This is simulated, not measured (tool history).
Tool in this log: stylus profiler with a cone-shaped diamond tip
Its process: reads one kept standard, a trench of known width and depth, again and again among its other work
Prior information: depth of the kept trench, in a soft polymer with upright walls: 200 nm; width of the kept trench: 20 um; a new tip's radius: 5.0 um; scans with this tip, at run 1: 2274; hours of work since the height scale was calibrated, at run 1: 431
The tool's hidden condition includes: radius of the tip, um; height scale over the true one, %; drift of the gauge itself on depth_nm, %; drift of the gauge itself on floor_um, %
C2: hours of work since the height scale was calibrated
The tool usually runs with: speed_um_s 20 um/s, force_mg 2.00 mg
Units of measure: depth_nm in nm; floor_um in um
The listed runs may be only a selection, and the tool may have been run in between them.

Run 1, day 0.000: usual settings; scans with this tip 2274; C2 431. Result: depth_nm 200.87 nm, floor_um 16.82 um.
Run 2, day 1.417: usual settings; scans with this tip 2357; C2 447. Result: depth_nm 200.91 nm, floor_um 16.87 um.
Run 3, day 3.812: usual settings; scans with this tip 2499; C2 474. Result: depth_nm 201.20 nm, floor_um 16.83 um.
Run 4, day 6.221: usual settings; scans with this tip 2642; C2 501. Result: depth_nm 200.98 nm, floor_um 16.82 um.
Run 5, day 7.554: usual settings but speed_um_s 53 um/s; scans with this tip 2721; C2 516. Result: depth_nm 201.05 nm, floor_um 16.62 um.
Run 6, day 9.812: usual settings but speed_um_s 53 um/s; scans with this tip 2855; C2 541. Result: depth_nm 200.75 nm, floor_um 16.60 um.
Run 7, day 11.562: usual settings but force_mg 5.57 mg; scans with this tip 2958; C2 561. Result: depth_nm 202.10 nm, floor_um 16.89 um.
Run 8, day 13.271: usual settings but force_mg 3.98 mg; scans with this tip 3059; C2 580. Result: depth_nm 201.73 nm, floor_um 16.83 um.
Run 9, day 15.208: usual settings but force_mg 3.98 mg; scans with this tip 3174; C2 602. Result: depth_nm 201.69 nm, floor_um 16.87 um.
Run 10, day 16.729: usual settings; scans with this tip 3264; C2 619. Result: depth_nm 200.67 nm, floor_um 16.77 um.
Run 11, day 18.450: usual settings but speed_um_s 6 um/s; scans with this tip 3366; C2 638. Result: depth_nm 200.85 nm, floor_um 16.85 um.
Run 12, day 20.088: usual settings but force_mg 1.93 mg; scans with this tip 3463; C2 657. Result: depth_nm 201.01 nm, floor_um 16.71 um.
Run 13, day 21.725: usual settings but force_mg 1.93 mg; scans with this tip 3560; C2 675. Result: depth_nm 200.76 nm, floor_um 16.78 um.
Run 14, day 23.029: usual settings but force_mg 1.93 mg; scans with this tip 3637; C2 690. Result: depth_nm 200.71 nm, floor_um 16.79 um.
Run 15, day 25.646: usual settings but force_mg 1.93 mg; scans with this tip 3792; C2 719. Result: depth_nm 200.76 nm, floor_um 16.77 um.
Run 16, day 27.038: usual settings; scans with this tip 3875; C2 735. Result: depth_nm 200.81 nm, floor_um 16.77 um.
Run 17, day 28.392: usual settings; scans with this tip 3955; C2 750. Result: depth_nm 200.68 nm, floor_um 16.71 um.
Run 18, day 30.388: usual settings; scans with this tip 4073; C2 772. Result: depth_nm 200.78 nm, floor_um 16.73 um.
Run 19, day 32.296: usual settings but force_mg 0.68 mg; scans with this tip 4186; C2 794. Result: depth_nm 200.14 nm, floor_um 16.65 um.
Run 20, day 34.138: usual settings but speed_um_s 38 um/s, force_mg 2.47 mg; scans with this tip 4295; C2 815. Result: depth_nm 200.86 nm, floor_um 16.66 um.
Run 21, day 35.454: usual settings but speed_um_s 38 um/s, force_mg 1.45 mg; scans with this tip 4373; C2 829. Result: depth_nm 200.32 nm, floor_um 16.55 um.
Run 22, day 37.017: usual settings but speed_um_s 10 um/s, force_mg 0.71 mg; scans with this tip 4466; C2 847. Result: depth_nm 200.22 nm, floor_um 16.72 um.
Run 23, day 38.929: usual settings but speed_um_s 75 um/s, force_mg 4.15 mg; scans with this tip 4579; C2 868. Result: depth_nm 201.46 nm, floor_um 16.47 um.
Run 24, day 41.204: usual settings but speed_um_s 75 um/s, force_mg 1.52 mg; scans with this tip 4713; C2 894. Result: depth_nm 200.58 nm, floor_um 16.26 um.
Run 25, day 43.167: usual settings but speed_um_s 73 um/s, force_mg 2.30 mg; scans with this tip 4830; C2 916. Result: depth_nm 200.85 nm, floor_um 16.37 um.
Run 26, day 44.742: usual settings but force_mg 0.83 mg; scans with this tip 4923; C2 934. Result: depth_nm 200.17 nm, floor_um 16.61 um.
Run 27, day 46.596: usual settings but speed_um_s 11 um/s, force_mg 2.87 mg; scans with this tip 5033; C2 954. Result: depth_nm 200.94 nm, floor_um 16.73 um.
Run 28, day 48.062: usual settings but speed_um_s 11 um/s, force_mg 2.87 mg; scans with this tip 5119; C2 971. Result: depth_nm 200.83 nm, floor_um 16.73 um.
Run 29, day 50.400: usual settings but force_mg 2.12 mg; scans with this tip 5258; C2 997. Result: depth_nm 200.79 nm, floor_um 16.72 um.
Run 30, day 52.038: usual settings but force_mg 2.12 mg; scans with this tip 5355; C2 1016. Result: depth_nm 200.80 nm, floor_um 16.66 um.
Run 31, day 54.583: usual settings but speed_um_s 80 um/s, force_mg 1.92 mg; scans with this tip 5506; C2 1044. Result: depth_nm 200.69 nm, floor_um 16.30 um.
Run 32, day 56.446: usual settings but speed_um_s 10 um/s, force_mg 2.54 mg; scans with this tip 5616; C2 1065. Result: depth_nm 200.91 nm, floor_um 16.73 um.
Run 33, day 57.704: usual settings but speed_um_s 10 um/s, force_mg 2.54 mg; scans with this tip 5690; C2 1079. Result: depth_nm 200.93 nm, floor_um 16.68 um.

For some of the steps in depth_nm from one run to the next: how much would appear even if the tool had no hidden state, given the settings, what came in and random variation, and how much remains for the hidden state plus any gauge scatter that the measured result and the result without hidden state don't share?
Run 2 -> 3: settings left as they were, no log entry in between. depth_nm +0.29 nm: hidden state -0.02, all else +0.31.
Run 3 -> 4: settings left as they were, no log entry in between. depth_nm -0.22 nm: hidden state -0.02, all else -0.20.
Run 5 -> 6: settings left as they were, no log entry in between. depth_nm -0.30 nm: hidden state -0.02, all else -0.28.
Run 6 -> 7: speed_um_s 53 -> 20, force_mg 2.00 -> 5.57. depth_nm +1.35 nm: hidden state -0.01, all else +1.36.
Run 9 -> 10: force_mg 3.98 -> 2.00. depth_nm -1.02 nm: hidden state +0.00, all else -1.02.
Run 22 -> 23: speed_um_s 10 -> 75, force_mg 0.71 -> 4.15. depth_nm +1.24 nm: hidden state -0.01, all else +1.25.
